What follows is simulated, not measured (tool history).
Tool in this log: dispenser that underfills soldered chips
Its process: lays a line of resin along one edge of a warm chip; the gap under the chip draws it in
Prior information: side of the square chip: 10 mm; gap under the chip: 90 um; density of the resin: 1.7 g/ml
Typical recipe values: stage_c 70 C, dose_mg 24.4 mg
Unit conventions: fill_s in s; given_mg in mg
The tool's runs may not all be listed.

run	day	stage_c	dose_mg	fill_s	given_mg
1	0.000	70	24.4	54.2	23.31
2	0.212	70	24.4	75.5	23.17
# day 0.404: new syringe of resin
3	0.525	70	24.4	60.2	23.15
# day 0.708: dispensing valve cleaned and set on the balance
# day 0.917: new syringe of resin
4	1.025	70	24.4	58.2	24.34
# day 1.388: new syringe of resin
5	1.467	83	24.4	35.1	24.33
# day 1.833: new syringe of resin
6	1.879	83	24.4	34.0	24.16
7	2.192	83	24.4	52.5	24.11
# day 2.308: new syringe of resin
8	2.558	83	24.4	46.4	24.27
# day 2.754: new syringe of resin
9	3.054	83	24.4	47.8	24.09
# day 3.242: new syringe of resin
10	3.325	70	21.6	59.2	21.29
# day 3.729: new syringe of resin
11	3.788	70	28.5	56.2	28.05
12	4.046	70	28.5	80.4	27.89
# day 4.179: new syringe of resin
13	4.483	70	28.5	78.9	27.86
# day 4.642: new syringe of resin
14	4.712	70	28.5	56.5	27.93
# day 5.108: new syringe of resin
15	5.133	70	28.5	53.3	27.77
16	5.421	70	28.5	82.1	27.73
# day 5.562: new syringe of resin
17	5.954	57	28.5	154.7	27.79
# day 6.021: new syringe of resin
18	6.221	78	24.8	52.0	24.02
# day 6.512: new syringe of resin
19	6.621	57	26.6	101.6	25.75

Run 20 is up next; what results do you expect?
20	6.933	57	26.6	?	?

{"run 20": {"fill_s": 164.6, "given_mg": 25.76}}
The same run, on a tool lacking any hidden state, would have yielded fill_s 83.5 s, given_mg 26.70 mg.

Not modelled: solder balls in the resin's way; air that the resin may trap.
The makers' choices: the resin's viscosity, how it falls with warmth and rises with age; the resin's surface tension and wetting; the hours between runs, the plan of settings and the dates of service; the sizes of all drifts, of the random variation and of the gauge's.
